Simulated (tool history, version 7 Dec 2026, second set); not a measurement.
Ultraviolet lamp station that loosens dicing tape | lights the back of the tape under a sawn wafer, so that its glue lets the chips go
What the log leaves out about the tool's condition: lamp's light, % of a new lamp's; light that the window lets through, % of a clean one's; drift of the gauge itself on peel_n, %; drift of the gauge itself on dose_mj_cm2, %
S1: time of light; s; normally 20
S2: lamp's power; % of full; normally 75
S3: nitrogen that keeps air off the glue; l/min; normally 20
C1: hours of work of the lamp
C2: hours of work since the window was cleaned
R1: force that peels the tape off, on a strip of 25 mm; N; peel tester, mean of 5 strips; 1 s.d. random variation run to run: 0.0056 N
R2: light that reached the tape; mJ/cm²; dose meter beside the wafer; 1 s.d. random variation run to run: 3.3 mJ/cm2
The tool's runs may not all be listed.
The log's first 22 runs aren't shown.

{"run": 23, "hour": 172.8, "S1": 14, "S2": 74, "S3": 25, "C1": 279, "C2": 14, "R1": 0.478, "R2": 307}
{"run": 24, "hour": 182.4, "S1": 13, "S2": 89, "S3": 6, "C1": 284, "C2": 19, "R1": 0.871, "R2": 343}
{"run": 25, "hour": 187.3, "S1": 34, "S2": 89, "S3": 6, "C1": 287, "C2": 21, "R1": 0.071, "R2": 890}
{"run": 26, "hour": 198.8, "S1": 34, "S2": 89, "S3": 6, "C1": 293, "C2": 27, "R1": 0.075, "R2": 882}
{"run": 27, "hour": 209.2, "S1": 34, "S2": 89, "S3": 6, "C1": 298, "C2": 33, "R1": 0.085, "R2": 872}
{"run": 28, "hour": 220.2, "S1": 34, "S2": 89, "S3": 6, "C1": 304, "C2": 38, "R1": 0.077, "R2": 884}
{"run": 29, "hour": 228.7, "S1": 20, "S2": 92, "S3": 36, "C1": 308, "C2": 43, "R1": 0.097, "R2": 533}
{"run": 30, "hour": 235.3, "S1": 18, "S2": 61, "S3": 21, "C1": 312, "C2": 46, "R1": 0.469, "R2": 318}
{"run": 31, "hour": 245.3, "S1": 12, "S2": 99, "S3": 24, "C1": 317, "C2": 51, "R1": 0.357, "R2": 342}
{"run": 32, "hour": 256.8, "S1": 20, "S2": 75, "S3": 20, "C1": 323, "C2": 57, "R1": 0.215, "R2": 432}
{"run": 33, "hour": 265.4, "S1": 25, "S2": 86, "S3": 23, "C1": 327, "C2": 62, "R1": 0.078, "R2": 615}
{"run": 34, "hour": 272.4, "S1": 25, "S2": 86, "S3": 25, "C1": 331, "C2": 65, "R1": 0.073, "R2": 616}
{"run": 35, "hour": 283.5, "S1": 25, "S2": 86, "S3": 25, "C1": 337, "C2": 71, "R1": 0.074, "R2": 608}
{"run": 36, "hour": 293.3, "S1": 25, "S2": 86, "S3": 25, "C1": 342, "C2": 76, "R1": 0.075, "R2": 610}
{"run": 37, "hour": 299.5, "S1": 28, "S2": 62, "S3": 25, "C1": 345, "C2": 79, "R1": 0.129, "R2": 493}
{"run": 38, "hour": 304.1, "S1": 12, "S2": 75, "S3": 7, "C1": 347, "C2": 82, "R1": 1.337, "R2": 257}
{"run": 39, "hour": 311.4, "S1": 18, "S2": 75, "S3": 7, "C1": 351, "C2": 86, "R1": 0.608, "R2": 385}
{"run": 40, "hour": 317.8, "S1": 28, "S2": 75, "S3": 11, "C1": 355, "C2": 89, "R1": 0.138, "R2": 587}
{"run": 41, "hour": 326.7, "S1": 35, "S2": 95, "S3": 34, "C1": 359, "C2": 94, "R1": 0.056, "R2": 934}
{"run": 42, "hour": 336.0, "S1": 35, "S2": 95, "S3": 34, "C1": 364, "C2": 98, "R1": 0.046, "R2": 933}
{"run": 43, "hour": 343.5, "S1": 35, "S2": 95, "S3": 34, "C1": 368, "C2": 102, "R1": 0.049, "R2": 922}

Each row is a separate what-if for the run after 43, all from the same tool condition, not one after another. Results?
{"run": "A", "hour": 353.3, "S1": 20, "S2": 70, "S3": 6, "C1": 373, "C2": 107, "R1": "?", "R2": "?"}
{"run": "B", "hour": 353.3, "S1": 35, "S2": 95, "S3": 15, "C1": 373, "C2": 107, "R1": "?", "R2": "?"}
{"run": "C", "hour": 353.3, "S1": 12, "S2": 75, "S3": 20, "C1": 373, "C2": 107, "R1": "?", "R2": "?"}
{"run": "D", "hour": 353.3, "S1": 33, "S2": 95, "S3": 31, "C1": 373, "C2": 107, "R1": "?", "R2": "?"}

run=A R1=0.644 R2=392
run=B R1=0.057 R2=922
run=C R1=0.836 R2=252
run=D R1=0.055 R2=874
The same runs, with their run-to-run variation unchanged, on a tool lacking any hidden condition would have given:
run=A R1=0.384 R2=483
run=B R1=0.054 R2=1135
run=C R1=0.524 R2=310
run=D R1=0.054 R2=1076
